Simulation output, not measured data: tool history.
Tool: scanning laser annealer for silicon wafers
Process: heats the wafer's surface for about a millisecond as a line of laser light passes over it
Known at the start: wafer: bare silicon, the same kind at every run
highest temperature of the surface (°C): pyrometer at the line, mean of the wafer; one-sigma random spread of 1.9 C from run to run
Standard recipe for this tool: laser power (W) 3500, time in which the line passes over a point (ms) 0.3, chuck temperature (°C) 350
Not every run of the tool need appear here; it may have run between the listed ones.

run,hour,laser power (W),time in which the line passes over a point (ms),chuck temperature (°C),highest temperature of the surface (°C)
1,0,3500,0.3,350,1165
2,49.6,3500,0.3,350,1166
3,90.4,3500,0.3,350,1169
4,123.8,3500,0.3,350,1165
5,153.3,3500,0.3,350,1164
6,219.9,3500,0.3,350,1168
7,265.3,3500,0.3,350,1168
8,301.9,3500,0.3,350,1167
9,356.6,3390,0.25,363,1093
10,424,3207,0.301,328,1074
11,470.9,3500,0.37,350,1245
12,533.5,3261,0.235,329,1008
13,582.3,3150,0.27,369,1063
14,641.1,3150,0.27,369,1070
15,678.9,3624,0.255,343,1129

Predict each of these 4 candidate next runs independently; none follows another, all start after run 15:
A,728.8,3521,0.267,361,?
B,728.8,3358,0.257,327,?
C,728.8,3624,0.371,377,?
D,728.8,3624,0.255,350,?

run,highest temperature of the surface (°C)
A,1138
B,1055
C,1309
D,1135
With the hidden condition removed and each run's random variation left untouched, the same runs would have given:
run,highest temperature of the surface (°C)
A,1139
B,1056
C,1310
D,1135

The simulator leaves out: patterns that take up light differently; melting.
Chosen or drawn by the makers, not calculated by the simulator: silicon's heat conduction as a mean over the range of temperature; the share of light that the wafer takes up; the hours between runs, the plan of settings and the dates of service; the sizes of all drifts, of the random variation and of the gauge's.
